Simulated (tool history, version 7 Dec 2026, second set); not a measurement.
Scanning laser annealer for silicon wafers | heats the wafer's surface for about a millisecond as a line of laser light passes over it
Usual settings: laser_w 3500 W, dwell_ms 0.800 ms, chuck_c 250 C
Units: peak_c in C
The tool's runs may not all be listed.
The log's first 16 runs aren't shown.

run 17 hour=110.3 | laser_w=3500 dwell_ms=0.800 chuck_c=227 | peak_c=914
run 18 hour=119.3 | laser_w=3500 dwell_ms=0.800 chuck_c=227 | peak_c=918
run 19 hour=125.5 | laser_w=3113 dwell_ms=0.800 chuck_c=250 | peak_c=861
run 20 hour=135.7 | laser_w=3113 dwell_ms=0.800 chuck_c=250 | peak_c=860
run 21 hour=141.5 | laser_w=3468 dwell_ms=0.886 chuck_c=239 | peak_c=963
run 22 hour=148.2 | laser_w=3468 dwell_ms=0.886 chuck_c=239 | peak_c=964
run 23 hour=158.5 | laser_w=3500 dwell_ms=0.567 chuck_c=255 | peak_c=821
run 24 hour=166.0 | laser_w=3278 dwell_ms=0.569 chuck_c=250 | peak_c=777
run 25 hour=174.3 | laser_w=3453 dwell_ms=0.747 chuck_c=250 | peak_c=901
run 26 hour=181.8 | laser_w=3588 dwell_ms=1.000 chuck_c=250 | peak_c=1053
run 27 hour=187.2 | laser_w=3588 dwell_ms=1.000 chuck_c=250 | peak_c=1052
run 28 hour=196.2 | laser_w=3500 dwell_ms=0.720 chuck_c=250 | peak_c=900
run 29 hour=201.1 | laser_w=3739 dwell_ms=0.638 chuck_c=281 | peak_c=927
run 30 hour=207.4 | laser_w=3500 dwell_ms=0.941 chuck_c=250 | peak_c=1002
run 31 hour=214.6 | laser_w=3500 dwell_ms=0.941 chuck_c=250 | peak_c=1002
run 32 hour=223.8 | laser_w=3674 dwell_ms=0.800 chuck_c=226 | peak_c=947
run 33 hour=231.6 | laser_w=3500 dwell_ms=0.666 chuck_c=263 | peak_c=881
run 34 hour=237.7 | laser_w=3010 dwell_ms=0.774 chuck_c=254 | peak_c=828
run 35 hour=247.7 | laser_w=3837 dwell_ms=0.770 chuck_c=225 | peak_c=961
run 36 hour=252.1 | laser_w=3837 dwell_ms=0.770 chuck_c=225 | peak_c=966
run 37 hour=257.8 | laser_w=3618 dwell_ms=0.952 chuck_c=239 | peak_c=1022
run 38 hour=263.2 | laser_w=3618 dwell_ms=0.952 chuck_c=239 | peak_c=1022
run 39 hour=273.2 | laser_w=3618 dwell_ms=0.952 chuck_c=239 | peak_c=1019
run 40 hour=283.2 | laser_w=3618 dwell_ms=0.952 chuck_c=239 | peak_c=1023

Forecast each of these 5 alternatives for the next run:
run A hour=292.2 | laser_w=3134 dwell_ms=0.800 chuck_c=250 | peak_c=?
run B hour=292.2 | laser_w=3455 dwell_ms=0.784 chuck_c=227 | peak_c=?
run C hour=292.2 | laser_w=3500 dwell_ms=0.720 chuck_c=250 | peak_c=?
run D hour=292.2 | laser_w=3080 dwell_ms=0.897 chuck_c=250 | peak_c=?
run E hour=292.2 | laser_w=3450 dwell_ms=0.865 chuck_c=289 | peak_c=?

run=A peak_c=860
run=B peak_c=893
run=C peak_c=897
run=D peak_c=891
run=E peak_c=995
Without the tool's hidden state the same runs would have given:
run=A peak_c=878
run=B peak_c=913
run=C peak_c=916
run=D peak_c=910
run=E peak_c=1016
